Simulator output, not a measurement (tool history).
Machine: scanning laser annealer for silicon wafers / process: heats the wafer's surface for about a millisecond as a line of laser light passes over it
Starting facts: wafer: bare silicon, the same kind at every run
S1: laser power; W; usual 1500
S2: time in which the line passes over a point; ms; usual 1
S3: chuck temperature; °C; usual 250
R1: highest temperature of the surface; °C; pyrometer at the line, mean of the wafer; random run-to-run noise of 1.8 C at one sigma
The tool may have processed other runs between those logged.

run,hour,S1,S2,S3,R1
1,0,1500,1,250,1044
2,29,1357,1,250,941
3,41.9,1357,1,250,939
4,69.1,1357,1,250,939
5,94.2,1357,1.16,250,991
6,109.6,1357,1.16,250,990
7,128.8,1500,1,250,1034
8,144.4,1500,1,250,1032
9,157.1,1500,1,250,1029
10,169.7,1500,1,250,1025
11,183,1500,1,271,1048
12,199.2,1500,1,271,1046
13,219.8,1333,1,271,933
14,244.8,1333,1,271,930
15,271,1500,1,250,1021
16,291.4,1500,1,250,1015
17,320.2,1500,0.75,250,912
18,338.4,1500,0.75,250,913
# hour 349.1: window over the wafer cleaned
19,358.7,1330,1,250,944
20,375.1,1330,1,250,944
21,395.9,1500,0.82,250,983
22,410.2,1500,1.14,255,1122
23,428.8,1614,0.93,226,1085
24,440.8,1614,0.93,226,1085
25,461.8,1614,0.91,229,1074
26,486.1,1500,0.72,261,940
27,513.6,1500,1.13,250,1100
28,537.3,1500,1.13,250,1102
29,555.3,1500,1.13,250,1098
30,584.5,1500,0.72,238,911
31,600.9,1641,1.08,280,1204
32,614.9,1641,0.84,280,1096
33,639.9,1570,1,253,1088
34,665.7,1570,0.84,256,1021
35,694.9,1631,1.14,250,1187
36,714.3,1598,1.14,250,1161
37,743.4,1598,1.14,250,1157
38,768.9,1598,1.14,250,1155
39,782.6,1598,1.15,276,1182
40,794.5,1598,1.15,276,1182

3 ways to go on from here, each from the tool as it stands after run 40. What would each give?
A,808.8,1500,1,266,?
B,808.8,1505,1.15,220,?
C,808.8,1294,1.15,272,?

run,R1
A,1038
B,1053
C,955
Had the tool no hidden state, the same runs would have come out as:
run,R1
A,1091
B,1111
C,1002

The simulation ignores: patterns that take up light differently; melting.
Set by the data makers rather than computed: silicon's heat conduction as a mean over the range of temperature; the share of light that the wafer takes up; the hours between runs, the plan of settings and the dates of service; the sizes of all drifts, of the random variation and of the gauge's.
